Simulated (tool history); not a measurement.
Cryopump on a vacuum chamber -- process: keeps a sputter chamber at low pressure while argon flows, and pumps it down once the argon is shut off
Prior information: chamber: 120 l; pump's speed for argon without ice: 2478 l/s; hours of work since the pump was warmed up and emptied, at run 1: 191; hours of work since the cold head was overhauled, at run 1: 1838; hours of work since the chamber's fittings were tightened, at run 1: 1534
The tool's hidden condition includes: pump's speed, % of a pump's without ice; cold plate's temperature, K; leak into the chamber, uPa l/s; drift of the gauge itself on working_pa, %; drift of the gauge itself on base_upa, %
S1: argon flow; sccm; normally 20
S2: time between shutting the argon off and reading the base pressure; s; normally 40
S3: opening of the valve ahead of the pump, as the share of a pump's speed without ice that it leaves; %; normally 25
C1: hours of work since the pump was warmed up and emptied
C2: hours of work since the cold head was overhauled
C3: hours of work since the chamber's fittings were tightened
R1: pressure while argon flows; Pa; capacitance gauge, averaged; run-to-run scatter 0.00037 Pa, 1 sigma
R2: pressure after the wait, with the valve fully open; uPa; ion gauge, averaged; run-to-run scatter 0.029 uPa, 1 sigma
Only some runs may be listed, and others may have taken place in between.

run	hour	S1	S2	S3	C1	C2	C3	R1	R2
1	0	20	40	25	191	1838	1534	0.0561	2.1
2	95	20	40	25	258	1904	1601	0.0558	2.11
3	156.5	20	31	25	301	1947	1644	0.0557	2.57
4	251.5	18	31	25	368	2014	1710	0.0518	2.62
5	346.2	18	31	25	434	2080	1777	0.0508	2.66
6	420.7	20	40	25	486	2132	1829	0.0578	2.32
7	487.9	20	40	25	533	2180	1876	0.0575	2.29
8	554.5	20	40	25	580	2226	1923	0.0574	2.35
9	642	20	40	25	641	2288	1984	0.0583	2.45
10	692.4	20	40	25	677	2323	2019	0.0585	2.47
11	748	20	40	18	716	2362	2058	0.0801	2.56
12	819.7	20	40	18	766	2412	2109	0.08	2.61
# hour 853: pump warmed up, emptied and cooled again
13	929.6	20	40	18	54	2486	2182	0.0765	2.24
14	1019	37	38	18	116	2549	2245	0.1421	2.44
15	1125.9	37	38	18	191	2623	2320	0.1421	2.4
16	1184.6	37	38	18	233	2665	2361	0.143	2.49
17	1288.1	15	40	25	305	2737	2434	0.0428	2.41
18	1390.3	20	40	31	377	2809	2505	0.0465	2.6
# hour 1432.5: leaking fittings of the chamber tightened, without venting
19	1445.2	20	40	31	414	2846	9	0.0459	1.52
20	1507.7	20	138	45	458	2890	53	0.033	0.56

Each row is a separate what-if for the run after 20, all from the same tool condition, not one after another. Results?
A	1597.4	26	119	23	521	2953	116	?	?
B	1597.4	15	194	45	521	2953	116	?	?
C	1597.4	12	59	18	521	2953	116	?	?
D	1597.4	20	246	25	521	2953	116	?	?
E	1597.4	23	52	45	521	2953	116	?	?

run	R1	R2
A	0.0814	0.66
B	0.0248	0.5
C	0.0472	1.06
D	0.0576	0.47
E	0.0384	1.22
Without the tool's hidden state the same runs would have given:
run	R1	R2
A	0.0777	0.54
B	0.0226	0.38
C	0.0455	0.95
D	0.0547	0.35
E	0.0351	1.1
